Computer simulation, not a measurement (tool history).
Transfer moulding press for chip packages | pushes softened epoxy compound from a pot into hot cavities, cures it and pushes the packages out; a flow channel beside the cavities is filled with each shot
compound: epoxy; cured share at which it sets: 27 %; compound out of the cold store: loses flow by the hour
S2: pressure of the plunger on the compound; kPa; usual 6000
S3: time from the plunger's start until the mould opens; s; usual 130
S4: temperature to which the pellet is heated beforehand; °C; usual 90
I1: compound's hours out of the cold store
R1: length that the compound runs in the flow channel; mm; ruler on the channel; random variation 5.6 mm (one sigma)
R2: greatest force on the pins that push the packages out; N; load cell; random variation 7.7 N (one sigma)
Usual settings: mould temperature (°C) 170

{"run": 1, "hour": 0.0, "mould temperature (°C)": 170, "S2": 6000, "S3": 130, "S4": 90, "I1": 19.5, "R1": 797, "R2": 493}
{"run": 2, "hour": 12.7, "mould temperature (°C)": 170, "S2": 6000, "S3": 130, "S4": 90, "I1": 37.7, "R1": 719, "R2": 518}
{"run": 3, "hour": 19.8, "mould temperature (°C)": 170, "S2": 6000, "S3": 130, "S4": 90, "I1": 25.6, "R1": 767, "R2": 498}
{"run": 4, "hour": 28.3, "mould temperature (°C)": 170, "S2": 6000, "S3": 130, "S4": 90, "I1": 45.5, "R1": 683, "R2": 502}
{"run": 5, "hour": 40.9, "mould temperature (°C)": 170, "S2": 6000, "S3": 130, "S4": 90, "I1": 8.9, "R1": 838, "R2": 546}
{"run": 6, "hour": 50.7, "mould temperature (°C)": 170, "S2": 6000, "S3": 130, "S4": 90, "I1": 21.2, "R1": 794, "R2": 554}
{"run": 7, "hour": 62.7, "mould temperature (°C)": 170, "S2": 6000, "S3": 130, "S4": 90, "I1": 46.2, "R1": 671, "R2": 533}
{"run": 8, "hour": 70.1, "mould temperature (°C)": 170, "S2": 6370, "S3": 130, "S4": 90, "I1": 46.3, "R1": 695, "R2": 539}
{"run": 9, "hour": 78.5, "mould temperature (°C)": 170, "S2": 6000, "S3": 154, "S4": 90, "I1": 12.0, "R1": 816, "R2": 489}
{"run": 10, "hour": 84.2, "mould temperature (°C)": 170, "S2": 6000, "S3": 154, "S4": 90, "I1": 12.6, "R1": 828, "R2": 505}
{"hour": 93.5, "done": "cavities cleaned with cleaning compound and waxed"}
{"run": 11, "hour": 97.0, "mould temperature (°C)": 170, "S2": 6000, "S3": 154, "S4": 90, "I1": 15.7, "R1": 803, "R2": 618}
{"run": 12, "hour": 105.8, "mould temperature (°C)": 172, "S2": 6000, "S3": 130, "S4": 84, "I1": 40.5, "R1": 693, "R2": 640}
{"run": 13, "hour": 114.5, "mould temperature (°C)": 172, "S2": 6000, "S3": 130, "S4": 84, "I1": 15.7, "R1": 790, "R2": 688}
{"run": 14, "hour": 121.1, "mould temperature (°C)": 172, "S2": 6000, "S3": 130, "S4": 84, "I1": 39.9, "R1": 694, "R2": 644}
{"run": 15, "hour": 126.7, "mould temperature (°C)": 167, "S2": 6220, "S3": 128, "S4": 80, "I1": 37.0, "R1": 729, "R2": 850}
{"run": 16, "hour": 134.4, "mould temperature (°C)": 167, "S2": 6220, "S3": 128, "S4": 80, "I1": 21.9, "R1": 791, "R2": 855}
{"hour": 136.5, "done": "cavities cleaned with cleaning compound and waxed, once more"}
{"run": 17, "hour": 141.4, "mould temperature (°C)": 170, "S2": 6000, "S3": 160, "S4": 96, "I1": 25.1, "R1": 762, "R2": 293}
{"run": 18, "hour": 148.8, "mould temperature (°C)": 166, "S2": 4890, "S3": 119, "S4": 80, "I1": 40.2, "R1": 624, "R2": 481}
{"run": 19, "hour": 159.2, "mould temperature (°C)": 171, "S2": 5970, "S3": 150, "S4": 80, "I1": 30.3, "R1": 727, "R2": 335}
{"run": 20, "hour": 168.7, "mould temperature (°C)": 171, "S2": 5970, "S3": 150, "S4": 80, "I1": 22.9, "R1": 763, "R2": 369}
{"run": 21, "hour": 177.9, "mould temperature (°C)": 167, "S2": 6000, "S3": 111, "S4": 87, "I1": 24.1, "R1": 770, "R2": 616}

Forecast each of these 4 alternatives for the next run:
{"run": "A", "hour": 185.8, "mould temperature (°C)": 167, "S2": 6000, "S3": 111, "S4": 87, "I1": 24.9, "R1": "?", "R2": "?"}
{"run": "B", "hour": 185.8, "mould temperature (°C)": 167, "S2": 6000, "S3": 111, "S4": 84, "I1": 41.3, "R1": "?", "R2": "?"}
{"run": "C", "hour": 185.8, "mould temperature (°C)": 170, "S2": 5640, "S3": 130, "S4": 93, "I1": 10.8, "R1": "?", "R2": "?"}
{"run": "D", "hour": 185.8, "mould temperature (°C)": 162, "S2": 6000, "S3": 111, "S4": 92, "I1": 18.8, "R1": "?", "R2": "?"}

run=A R1=768 R2=652
run=B R1=691 R2=618
run=C R1=795 R2=440
run=D R1=812 R2=946
Without the tool's hidden state the same runs would have given:
run=A R1=815 R2=505
run=B R1=733 R2=478
run=C R1=843 R2=340
run=D R1=862 R2=732
